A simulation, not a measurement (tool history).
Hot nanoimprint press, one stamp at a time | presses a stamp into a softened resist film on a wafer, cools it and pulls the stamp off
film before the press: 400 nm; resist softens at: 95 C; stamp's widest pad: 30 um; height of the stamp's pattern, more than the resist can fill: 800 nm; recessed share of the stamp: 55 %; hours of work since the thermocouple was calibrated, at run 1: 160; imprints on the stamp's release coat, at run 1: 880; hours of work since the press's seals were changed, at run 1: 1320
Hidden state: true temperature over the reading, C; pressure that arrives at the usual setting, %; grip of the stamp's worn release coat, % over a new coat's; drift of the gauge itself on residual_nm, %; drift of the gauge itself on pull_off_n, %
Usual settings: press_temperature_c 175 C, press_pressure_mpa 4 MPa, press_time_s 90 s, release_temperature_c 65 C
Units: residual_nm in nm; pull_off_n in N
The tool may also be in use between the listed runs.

run    hour  press_temperature_c  press_pressure_mpa  press_time_s  release_temperature_c  hours of work since the thermocouple was calibrated  imprints on the stamp's release coat  hours of work since the press's seals were changed  residual_nm  pull_off_n
  1       0                  175                   4            90                     65                                                  160                                   880                                                1320        219.2         148
       39.8  -- stamp cleaned and given a new release coat
  2    41.6                  175                   4            90                     65                                                  178                                     5                                                1339        218.9         111
  3    75.5                  175                   4            90                     65                                                  196                                    85                                                1356        219.1         115
       95.9  -- press's hydraulic seals changed and the load cell set to zero
  4   133.9                  175                   4            90                     65                                                  222                                   203                                                  20        208.7         119
  5   163.9                  175                   4            90                     60                                                  238                                   274                                                  35        208.7         141
  6   225.3                  175                5.09            90                     65                                                  269                                   419                                                  67        187.9         128
  7   274.6                  175                5.09            90                     65                                                  295                                   535                                                  92        187.4         138
  8   301.1                  175                5.09            90                     65                                                  309                                   598                                                 106        186.7         134
  9   357.3                  175                   4            90                     65                                                  338                                   730                                                 135        207.9         143
 10   386.7                  175                   4            90                     65                                                  353                                   799                                                 150        207.6         146
      393.8  -- plate thermocouple calibrated
 11   454.4                  175                   4            90                     65                                                   31                                   952                                                 184          205         147
      465.4  -- stamp cleaned and given a new release coat
 12   511.3                  175                   4            90                     65                                                   58                                   108                                                 210        204.5         113
 13   567.5                  175                   4            90                     65                                                   87                                   240                                                 239        204.4         118
 14   595.2                  175                   4            90                     65                                                  101                                   306                                                 254        204.2         117
 15   644.4                  175                   4            90                     65                                                  126                                   422                                                 279        204.3         127
      666.5  -- plate thermocouple calibrated, once more
 16   704.8                  175                   4            90                     65                                                   20                                   557                                                 309        214.1         139
 17   755.5                  175                   4            93                     65                                                   46                                   676                                                 335        210.7         141
 18   814.4                  175                   4           106                     65                                                   76                                   815                                                 365        201.7         146
 19     872                  175                4.75            90                     65                                                  106                                   951                                                 395        199.3         152
      882.9  -- stamp cleaned and given a new release coat
 20   910.5                  175                   4            57                     55                                                  123                                    65                                                 412        246.2         144
 21   945.2                  175                 3.6            58                     55                                                  141                                   147                                                 430          254         151
 22   978.6                  175                2.91           142                     70                                                  158                                   225                                                 447          207         109
 23  1036.8                  175                6.29           101                     70                                                  188                                   363                                                 477        168.1         113
 24  1072.6                  175                6.29           101                     70                                                  207                                   447                                                 496        167.3         111
 25  1133.2                  175                6.29           101                     70                                                  238                                   590                                                 527        167.8         116
 26  1191.1                  175                   4            53                     52                                                  268                                   726                                                 557        250.4         186
 27  1254.8                  175                   4            53                     52                                                  301                                   876                                                 590        250.3         197
     1295.8  -- stamp cleaned and given a new release coat
 28  1299.1                  176                5.76            50                     65                                                  321                                     8                                                 610        215.9         115
 29  1350.7                  175                 3.2            90                     63                                                  348                                   130                                                 636        229.5         123

Forecast each of these 3 alternatives for the next run:
  A  1410.7                  176                 3.2            90                     63                                                  379                                   271                                                 667            ?           ?
  B  1410.7                  185                3.06            90                     67                                                  379                                   271                                                 667            ?           ?
  C  1410.7                  178                   4            90                     65                                                  379                                   271                                                 667            ?           ?

run  residual_nm  pull_off_n
  A          221         128
  B        162.6         116
  C        188.2         118
Without the tool's hidden state the same runs would have given:
run  residual_nm  pull_off_n
  A          225         119
  B        165.6         109
  C        191.1         110
